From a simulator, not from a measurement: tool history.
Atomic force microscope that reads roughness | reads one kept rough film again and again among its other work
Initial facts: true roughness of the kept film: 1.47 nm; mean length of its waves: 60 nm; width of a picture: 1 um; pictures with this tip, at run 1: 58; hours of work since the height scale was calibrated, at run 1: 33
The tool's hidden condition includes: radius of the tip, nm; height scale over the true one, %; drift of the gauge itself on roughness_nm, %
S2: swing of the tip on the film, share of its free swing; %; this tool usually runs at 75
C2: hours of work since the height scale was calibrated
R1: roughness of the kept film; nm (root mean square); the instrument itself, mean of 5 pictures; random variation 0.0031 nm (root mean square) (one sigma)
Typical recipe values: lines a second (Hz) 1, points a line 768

Run 1, hour 0: usual settings; pictures with this tip 58; C2 33. Result: R1 1.363 nm (root mean square).
At hour 5.7: new tip fitted.
Run 2, hour 6.6: usual settings; pictures with this tip 1; C2 37. Result: R1 1.4 nm (root mean square).
Run 3, hour 15.6: usual settings; pictures with this tip 13; C2 43. Result: R1 1.392 nm (root mean square).
Run 4, hour 27.4: usual settings; pictures with this tip 28; C2 51. Result: R1 1.379 nm (root mean square).
Run 5, hour 36.8: usual settings; pictures with this tip 40; C2 57. Result: R1 1.371 nm (root mean square).
Run 6, hour 43.1: usual settings; pictures with this tip 48; C2 61. Result: R1 1.367 nm (root mean square).
Run 7, hour 49.7: usual settings but lines a second (Hz) 2.63; pictures with this tip 56; C2 65. Result: R1 1.281 nm (root mean square).
At hour 56.7: new tip fitted.
Run 8, hour 60.4: usual settings but lines a second (Hz) 0.97; pictures with this tip 4; C2 72. Result: R1 1.398 nm (root mean square).
Run 9, hour 67.9: usual settings but lines a second (Hz) 0.86; pictures with this tip 14; C2 77. Result: R1 1.397 nm (root mean square).
Run 10, hour 78.3: usual settings but lines a second (Hz) 3.08, S2 56 %, points a line 548; pictures with this tip 27; C2 84. Result: R1 1.383 nm (root mean square).
Run 11, hour 87.6: usual settings but lines a second (Hz) 3.08, S2 56 %, points a line 548; pictures with this tip 39; C2 90. Result: R1 1.372 nm (root mean square).

Run 12 comes next. What will it give?
Run 12, hour 94.1: usual settings but lines a second (Hz) 1.07, S2 56 %, points a line 317; pictures with this tip 48; C2 94. Result: R1 ?.

{"run 12": {"R1": 1.402}}
If the tool had no hidden condition, the same run with the same run-to-run variation would have returned R1 1.436 nm (root mean square).

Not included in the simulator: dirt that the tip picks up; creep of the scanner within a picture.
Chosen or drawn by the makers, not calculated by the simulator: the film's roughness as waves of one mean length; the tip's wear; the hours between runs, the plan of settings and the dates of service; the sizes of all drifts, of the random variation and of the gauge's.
